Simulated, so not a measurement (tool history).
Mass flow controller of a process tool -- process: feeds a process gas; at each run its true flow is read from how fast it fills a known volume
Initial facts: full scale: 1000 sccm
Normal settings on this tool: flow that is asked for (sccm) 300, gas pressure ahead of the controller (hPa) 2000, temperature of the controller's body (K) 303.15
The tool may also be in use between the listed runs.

run	day	flow that is asked for (sccm)	gas pressure ahead of the controller (hPa)	temperature of the controller's body (K)	true flow (%)
1	0.000	300	2000	303.15	101.94
2	5.233	300	2000	311.15	101.64
3	12.396	300	2000	311.15	101.56
4	16.333	300	2000	311.15	101.72
5	23.196	300	2000	303.15	102.12
6	26.929	300	2000	303.15	102.10
# day 27.629: controller's zero set anew
7	31.421	300	1710	303.15	102.49
8	35.821	300	1710	303.15	102.58
9	42.796	300	1710	303.15	102.76
# day 43.829: controller's zero set anew, once more
10	48.042	300	1710	306.15	100.72
11	55.279	686	2000	303.15	101.11

What does the tool deliver on the next run?
12	62.238	618	2000	299.15	?

true flow (%): 101.34
With no hidden state in the tool, this same run would have given true flow (%) 99.78.
